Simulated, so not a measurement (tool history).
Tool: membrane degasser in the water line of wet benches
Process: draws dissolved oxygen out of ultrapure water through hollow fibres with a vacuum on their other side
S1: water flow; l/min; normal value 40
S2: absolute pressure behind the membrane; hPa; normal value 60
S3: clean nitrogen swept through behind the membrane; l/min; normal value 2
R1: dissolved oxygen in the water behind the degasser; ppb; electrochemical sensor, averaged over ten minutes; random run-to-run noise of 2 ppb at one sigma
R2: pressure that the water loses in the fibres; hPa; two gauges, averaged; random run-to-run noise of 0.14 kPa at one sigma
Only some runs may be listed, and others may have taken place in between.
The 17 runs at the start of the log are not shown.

Run 18, hour 2438.5: usual settings but S1 26 l/min, S2 36.4 hPa, S3 0.85 l/min. Result: R1 77 ppb, R2 287.7 hPa.
Run 19, hour 2622: usual settings but S1 58 l/min, S2 45.2 hPa, S3 1.58 l/min. Result: R1 411.9 ppb, R2 641.3 hPa.
Run 20, hour 2766.3: usual settings but S1 58 l/min, S2 45.2 hPa, S3 1.58 l/min. Result: R1 404.3 ppb, R2 638 hPa.
Run 21, hour 2894.1: usual settings but S1 47 l/min, S2 45.2 hPa, S3 1.58 l/min. Result: R1 281.8 ppb, R2 519 hPa.
Run 22, hour 3025.3: usual settings but S1 29 l/min, S2 41 hPa, S3 1.53 l/min. Result: R1 102.4 ppb, R2 319.5 hPa.
Run 23, hour 3158.1: usual settings but S1 31 l/min, S2 36.9 hPa. Result: R1 92 ppb, R2 341.4 hPa.
Run 24, hour 3330.8: usual settings but S1 36 l/min, S2 125.5 hPa, S3 5.31 l/min. Result: R1 254.3 ppb, R2 397.8 hPa.
At hour 3433.8: vacuum gauge calibrated.
Run 25, hour 3508.1: usual settings but S1 36 l/min, S2 125.5 hPa, S3 5.31 l/min. Result: R1 249.7 ppb, R2 399.1 hPa.
Run 26, hour 3594.8: usual settings but S1 36 l/min, S2 125.5 hPa, S3 5.31 l/min. Result: R1 251.2 ppb, R2 399.2 hPa.
Run 27, hour 3753.7: usual settings but S1 32 l/min, S2 82.6 hPa, S3 5.31 l/min. Result: R1 149 ppb, R2 354.9 hPa.
Run 28, hour 3932.6: usual settings but S2 49.2 hPa. Result: R1 211.3 ppb, R2 443.5 hPa.
Run 29, hour 4069: usual settings but S1 27 l/min, S2 63.7 hPa, S3 2.55 l/min. Result: R1 126.6 ppb, R2 300.6 hPa.
Run 30, hour 4213.1: usual settings but S1 27 l/min, S2 146.2 hPa, S3 1.16 l/min. Result: R1 595.3 ppb, R2 300.3 hPa.
Run 31, hour 4380.9: usual settings but S1 46 l/min, S2 53.8 hPa, S3 1.32 l/min. Result: R1 344.8 ppb, R2 512.4 hPa.
At hour 4392.2: seals of the vacuum lines changed.
Run 32, hour 4522.1: usual settings but S1 46 l/min, S2 53.8 hPa, S3 1.32 l/min. Result: R1 344.7 ppb, R2 515.3 hPa.

Predict each of these 4 candidate next runs independently; none follows another, all start after run 32:
Run A, hour 4654.4: usual settings but S1 43 l/min, S2 53.5 hPa. Result: R1 ?, R2 ?.
Run B, hour 4654.4: usual settings but S1 46 l/min, S2 53.8 hPa, S3 3.04 l/min. Result: R1 ?, R2 ?.
Run C, hour 4654.4: usual settings but S1 35 l/min, S3 5.75 l/min. Result: R1 ?, R2 ?.
Run D, hour 4654.4: usual settings but S2 76.5 hPa, S3 1.63 l/min. Result: R1 ?, R2 ?.

run     R1     R2
  A  268.4  478.4
  B  267.4  516.1
  C  141.1    393
  D    374  446.8
The same runs, with their run-to-run variation unchanged, on a tool lacking any hidden condition would have given:
run     R1     R2
  A  243.1  460.8
  B  240.1  497.1
  C  124.9  378.6
  D  351.5  430.4

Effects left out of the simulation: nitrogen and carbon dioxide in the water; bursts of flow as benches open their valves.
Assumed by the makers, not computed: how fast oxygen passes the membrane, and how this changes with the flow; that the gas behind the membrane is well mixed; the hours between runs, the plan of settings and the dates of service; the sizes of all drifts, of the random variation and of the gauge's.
